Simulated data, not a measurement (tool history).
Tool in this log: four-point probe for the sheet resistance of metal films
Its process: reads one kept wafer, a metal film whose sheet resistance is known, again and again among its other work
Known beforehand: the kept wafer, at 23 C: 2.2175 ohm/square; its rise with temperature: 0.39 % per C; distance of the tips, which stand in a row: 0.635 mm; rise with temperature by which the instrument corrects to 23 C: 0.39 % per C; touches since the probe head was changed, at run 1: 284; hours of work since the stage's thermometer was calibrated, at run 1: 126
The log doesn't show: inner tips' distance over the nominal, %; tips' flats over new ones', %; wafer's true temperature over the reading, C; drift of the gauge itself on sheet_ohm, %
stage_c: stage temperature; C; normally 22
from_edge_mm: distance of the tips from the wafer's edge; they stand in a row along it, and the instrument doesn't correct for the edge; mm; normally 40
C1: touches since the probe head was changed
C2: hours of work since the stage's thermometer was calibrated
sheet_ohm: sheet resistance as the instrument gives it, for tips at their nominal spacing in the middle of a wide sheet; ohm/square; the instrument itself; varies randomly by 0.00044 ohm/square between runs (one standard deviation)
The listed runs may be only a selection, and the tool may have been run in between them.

run 1 hour=0.0 | stage_c=22 from_edge_mm=40 | C1=284 C2=126 | sheet_ohm=2.217846
run 2 hour=121.5 | stage_c=22 from_edge_mm=40 | C1=3835 C2=180 | sheet_ohm=2.217636
run 3 hour=255.6 | stage_c=22 from_edge_mm=40 | C1=7749 C2=240 | sheet_ohm=2.218404
run 4 hour=394.4 | stage_c=22 from_edge_mm=40 | C1=11804 C2=301 | sheet_ohm=2.218074
run 5 hour=517.4 | stage_c=23 from_edge_mm=40 | C1=15398 C2=356 | sheet_ohm=2.217769
run 6 hour=612.5 | stage_c=31 from_edge_mm=40 | C1=18174 C2=398 | sheet_ohm=2.217179
run 7 hour=707.6 | stage_c=31 from_edge_mm=40 | C1=20952 C2=440 | sheet_ohm=2.216455
run 8 hour=764.2 | stage_c=31 from_edge_mm=40 | C1=22605 C2=465 | sheet_ohm=2.216219
run 9 hour=862.0 | stage_c=31 from_edge_mm=20 | C1=25463 C2=509 | sheet_ohm=2.216951
run 10 hour=979.1 | stage_c=31 from_edge_mm=20 | C1=28885 C2=560 | sheet_ohm=2.217796
run 11 hour=1061.3 | stage_c=31 from_edge_mm=20 | C1=31283 C2=597 | sheet_ohm=2.218197
run 12 hour=1134.2 | stage_c=22 from_edge_mm=29 | C1=33415 C2=629 | sheet_ohm=2.218263
run 13 hour=1239.9 | stage_c=22 from_edge_mm=29 | C1=36501 C2=676 | sheet_ohm=2.217511
run 14 hour=1301.7 | stage_c=22 from_edge_mm=40 | C1=38307 C2=703 | sheet_ohm=2.218408
run 15 hour=1412.3 | stage_c=22 from_edge_mm=40 | C1=41537 C2=752 | sheet_ohm=2.217675
run 16 hour=1483.9 | stage_c=22 from_edge_mm=4 | C1=43629 C2=784 | sheet_ohm=2.246954
run 17 hour=1541.2 | stage_c=22 from_edge_mm=4 | C1=45302 C2=810 | sheet_ohm=2.246832
run 18 hour=1631.5 | stage_c=22 from_edge_mm=40 | C1=47939 C2=850 | sheet_ohm=2.218410
run 19 hour=1693.0 | stage_c=32 from_edge_mm=7 | C1=49736 C2=877 | sheet_ohm=2.226104
run 20 hour=1821.4 | stage_c=27 from_edge_mm=24 | C1=53486 C2=934 | sheet_ohm=2.217331
run 21 hour=1902.7 | stage_c=18 from_edge_mm=7 | C1=55862 C2=970 | sheet_ohm=2.227735
run 22 hour=1990.3 | stage_c=25 from_edge_mm=74 | C1=58421 C2=1009 | sheet_ohm=2.216659
-- hour=2083.2 new probe head fitted
run 23 hour=2101.7 | stage_c=22 from_edge_mm=19 | C1=542 C2=1058 | sheet_ohm=2.218656
run 24 hour=2171.6 | stage_c=22 from_edge_mm=19 | C1=2583 C2=1089 | sheet_ohm=2.218857
run 25 hour=2277.2 | stage_c=32 from_edge_mm=9 | C1=5668 C2=1135 | sheet_ohm=2.222803
run 26 hour=2353.6 | stage_c=26 from_edge_mm=50 | C1=7900 C2=1169 | sheet_ohm=2.216853
run 27 hour=2410.5 | stage_c=31 from_edge_mm=9 | C1=9561 C2=1194 | sheet_ohm=2.222372
run 28 hour=2499.2 | stage_c=31 from_edge_mm=9 | C1=12151 C2=1234 | sheet_ohm=2.222271
run 29 hour=2628.7 | stage_c=22 from_edge_mm=5 | C1=15934 C2=1291 | sheet_ohm=2.236651
run 30 hour=2745.2 | stage_c=18 from_edge_mm=4 | C1=19338 C2=1343 | sheet_ohm=2.248311
run 31 hour=2855.4 | stage_c=18 from_edge_mm=4 | C1=22556 C2=1392 | sheet_ohm=2.248266
run 32 hour=2992.2 | stage_c=29 from_edge_mm=12 | C1=26553 C2=1452 | sheet_ohm=2.219576
run 33 hour=3075.4 | stage_c=28 from_edge_mm=28 | C1=28984 C2=1489 | sheet_ohm=2.217509
run 34 hour=3147.1 | stage_c=23 from_edge_mm=6 | C1=31076 C2=1521 | sheet_ohm=2.230426
run 35 hour=3210.7 | stage_c=22 from_edge_mm=24 | C1=32935 C2=1549 | sheet_ohm=2.218060
run 36 hour=3273.2 | stage_c=22 from_edge_mm=24 | C1=34760 C2=1577 | sheet_ohm=2.217918

Alternative continuations, all from the tool just after run 36; predict every row:
run A hour=3329.2 | stage_c=31 from_edge_mm=3 | C1=36395 C2=1602 | sheet_ohm=?
run B hour=3329.2 | stage_c=33 from_edge_mm=3 | C1=36395 C2=1602 | sheet_ohm=?
run C hour=3329.2 | stage_c=22 from_edge_mm=11 | C1=36395 C2=1602 | sheet_ohm=?
run D hour=3329.2 | stage_c=22 from_edge_mm=24 | C1=36395 C2=1602 | sheet_ohm=?
run E hour=3329.2 | stage_c=20 from_edge_mm=40 | C1=36395 C2=1602 | sheet_ohm=?

run=A sheet_ohm=2.268370
run=B sheet_ohm=2.269023
run=C sheet_ohm=2.221383
run=D sheet_ohm=2.218469
run=E sheet_ohm=2.218280
Without the tool's hidden state the same runs would have given:
run=A sheet_ohm=2.268350
run=B sheet_ohm=2.269003
run=C sheet_ohm=2.221362
run=D sheet_ohm=2.218448
run=E sheet_ohm=2.218258
